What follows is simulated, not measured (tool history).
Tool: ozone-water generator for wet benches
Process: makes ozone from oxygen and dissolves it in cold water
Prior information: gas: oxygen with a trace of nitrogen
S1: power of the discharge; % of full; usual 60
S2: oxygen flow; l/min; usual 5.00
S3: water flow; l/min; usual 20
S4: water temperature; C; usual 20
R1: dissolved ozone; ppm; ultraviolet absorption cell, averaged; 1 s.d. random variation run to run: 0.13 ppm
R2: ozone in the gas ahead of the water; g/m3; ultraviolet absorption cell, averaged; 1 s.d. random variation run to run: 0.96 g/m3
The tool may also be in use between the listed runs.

run	hour	S1	S2	S3	S4	R1	R2
1	0.0	60	5.00	20	20	12.6	160.9
2	22.2	60	5.00	20	20	13.0	161.8
3	54.3	60	5.89	20	20	13.0	148.5
4	81.8	64	5.00	20	20	13.6	171.3
5	102.2	64	5.00	20	20	13.6	169.4
6	119.0	64	5.00	20	20	13.6	170.4
7	144.3	64	5.00	20	20	13.5	171.3
8	171.3	60	5.00	16	20	15.9	162.2
9	188.2	60	4.79	14	20	18.0	165.3
10	212.5	60	8.81	20	20	12.8	123.6
11	242.7	55	5.80	20	19	12.3	141.3
12	273.3	46	8.11	19	25	9.7	101.4
13	302.7	46	8.11	19	16	11.3	103.3
14	322.8	49	5.00	17	19	12.9	135.0
15	344.7	60	3.66	30	20	7.7	188.0

How would selected steps in R1 from run to run divide? Give the signed amount a tool lacking its hidden state would still show from settings, what came in and random variation, and the signed amount left for the hidden state, including any gauge scatter that is not in both of the compared results.
What the log doesn't record here: yield of the discharge, % of new electrodes'; contactor's efficiency, % of a clean one's; true water temperature over the reading, C; drift of the gauge itself on ozone_ppm, %; drift of the gauge itself on gas_g_m3, %.
Run 1 -> 2: settings left as they were, no log entry in between. R1 +0.4 ppm: hidden state -0.1, all else +0.5.
Run 14 -> 15: S1 49 -> 60, S2 5.00 -> 3.66, S3 17 -> 30, S4 19 -> 20. R1 -5.2 ppm: hidden state +0.1, all else -5.3.
